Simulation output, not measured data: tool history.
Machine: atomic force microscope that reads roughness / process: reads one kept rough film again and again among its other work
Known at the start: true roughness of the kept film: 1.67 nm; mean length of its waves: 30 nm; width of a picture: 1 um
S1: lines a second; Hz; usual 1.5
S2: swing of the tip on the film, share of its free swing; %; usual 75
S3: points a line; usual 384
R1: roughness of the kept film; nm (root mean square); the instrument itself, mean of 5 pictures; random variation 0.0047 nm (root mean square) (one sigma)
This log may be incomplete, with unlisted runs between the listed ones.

run,hour,S1,S2,S3,R1
1,0,1.5,75,384,1.447
2,17.5,0.52,75,384,1.508
3,42.9,0.52,75,384,1.494
4,77.2,0.52,75,384,1.482
# hour 85.7: new tip fitted
5,112.9,0.52,75,384,1.551
6,135.3,0.52,75,384,1.547
7,157.3,0.52,75,384,1.529
8,194.9,0.52,75,384,1.531
9,210.3,0.52,75,384,1.52
10,242.7,0.52,75,384,1.522
11,260,0.52,75,384,1.507
12,276.4,0.52,74,384,1.507
13,310.4,0.74,81,384,1.466
14,341.6,0.74,81,384,1.451
# hour 345: height scale calibrated on a step standard
# hour 360: new tip fitted
15,380.3,0.74,81,384,1.509
16,402,1.5,56,384,1.546
# hour 429.7: height scale calibrated on a step standard, once more
17,430.2,1.5,62,638,1.539
18,453.5,1.5,62,638,1.544
19,469.5,0.73,68,488,1.536
20,505.5,0.82,68,488,1.525
21,540.9,0.82,68,488,1.519
22,572.4,0.82,68,488,1.505

Results per run with the tool's hidden condition removed, run-to-run variation unchanged:
The hidden state here: radius of the tip, nm; height scale over the true one, %; drift of the gauge itself on roughness_nm, %.
run,R1
1,1.496
2,1.565
3,1.557
4,1.553
5,1.567
6,1.569
7,1.556
8,1.569
9,1.563
10,1.573
11,1.562
12,1.566
13,1.533
14,1.525
15,1.526
16,1.57
17,1.559
18,1.571
19,1.566
20,1.565
21,1.569
22,1.562
